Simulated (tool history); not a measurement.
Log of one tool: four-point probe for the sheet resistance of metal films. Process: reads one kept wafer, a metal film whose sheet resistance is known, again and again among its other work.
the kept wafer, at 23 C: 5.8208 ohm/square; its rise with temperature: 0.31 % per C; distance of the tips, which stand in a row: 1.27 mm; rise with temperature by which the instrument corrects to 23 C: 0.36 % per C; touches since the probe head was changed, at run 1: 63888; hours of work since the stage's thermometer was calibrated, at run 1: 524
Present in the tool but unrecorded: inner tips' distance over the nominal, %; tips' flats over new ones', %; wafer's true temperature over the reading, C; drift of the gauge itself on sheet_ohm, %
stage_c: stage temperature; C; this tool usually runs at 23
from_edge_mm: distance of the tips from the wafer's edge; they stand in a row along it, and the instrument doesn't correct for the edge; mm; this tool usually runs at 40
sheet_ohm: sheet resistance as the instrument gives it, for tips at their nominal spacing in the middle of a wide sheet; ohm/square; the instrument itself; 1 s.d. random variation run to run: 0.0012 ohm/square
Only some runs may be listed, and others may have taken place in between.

run,day,stage_c,from_edge_mm,touches since the probe head was changed,hours of work since the stage's thermometer was calibrated,sheet_ohm
1,0,23,40,63888,524,5.875909
2,0.808,23,26,64959,538,5.879677
3,2.088,23,26,66650,561,5.881927
4,3.738,23,26,68833,590,5.879943
5,5.158,23,26,70714,615,5.882756
6,6.504,23,26,72494,639,5.881721
7,7.217,23,26,73440,652,5.884709
8,8.279,23,26,74843,671,5.883152
9,9.475,23,26,76428,692,5.884856
10,11.171,23,26,78670,722,5.884917
11,11.992,26,40,79757,737,5.869954
12,12.954,23,35,81032,754,5.879573
13,14.733,23,9,83384,785,5.939587
# day 15.671: new probe head fitted
14,15.767,23,9,129,803,5.89217
15,17.475,23,9,2387,833,5.890519
16,18.946,23,40,4333,859,5.833277
17,20.312,23,14,6142,884,5.856162
18,22.079,23,14,8483,915,5.857531
19,23.329,23,21,10135,937,5.844984
20,24.567,23,21,11772,959,5.843927
# day 24.704: stage's thermometer calibrated
21,26.329,25,40,14079,29,5.828609
22,27.592,23,40,15750,51,5.834409
23,28.404,19,40,16822,66,5.846563
24,29.188,19,40,17861,80,5.846249
25,30.05,25,62,19003,95,5.828802
26,31.404,27,28,20797,119,5.829033
27,32.929,23,40,22810,146,5.836867
28,34.171,27,6,24453,168,5.96157
# day 35.492: stage's thermometer calibrated, once more
29,35.829,30,49,26622,6,5.82899
30,37.25,30,49,28501,31,5.827321
31,38.579,30,49,30263,55,5.830275
32,40.262,23,6,32489,85,5.987476
33,41.021,23,6,33491,98,5.985635
34,41.912,23,6,34674,114,5.988528
35,43.633,27,4,36949,145,6.137683
36,44.817,24,4,38515,166,6.146495
37,45.733,24,4,39727,182,6.147571
38,46.858,24,4,41218,202,6.146997
39,48.4,22,34,43258,229,5.857361
40,49.796,21,26,45106,254,5.864534
41,51.258,18,14,47038,280,5.892526
42,52.817,20,40,49100,308,5.865337
43,53.842,20,40,50460,326,5.864643
44,55.358,22,20,52467,353,5.869333
45,56.775,22,20,54343,378,5.874048

Branching from run 45: 3 alternative next runs. What would each branch give?
A,58.075,24,21,56059,401,?
B,58.075,21,11,56059,401,?
C,58.075,23,22,56059,401,?

run,sheet_ohm
A,5.86214
B,5.902521
C,5.868146
Stripped of hidden state, with their random variation kept, the same runs would have yielded:
run,sheet_ohm
A,5.827437
B,5.867615
C,5.833414

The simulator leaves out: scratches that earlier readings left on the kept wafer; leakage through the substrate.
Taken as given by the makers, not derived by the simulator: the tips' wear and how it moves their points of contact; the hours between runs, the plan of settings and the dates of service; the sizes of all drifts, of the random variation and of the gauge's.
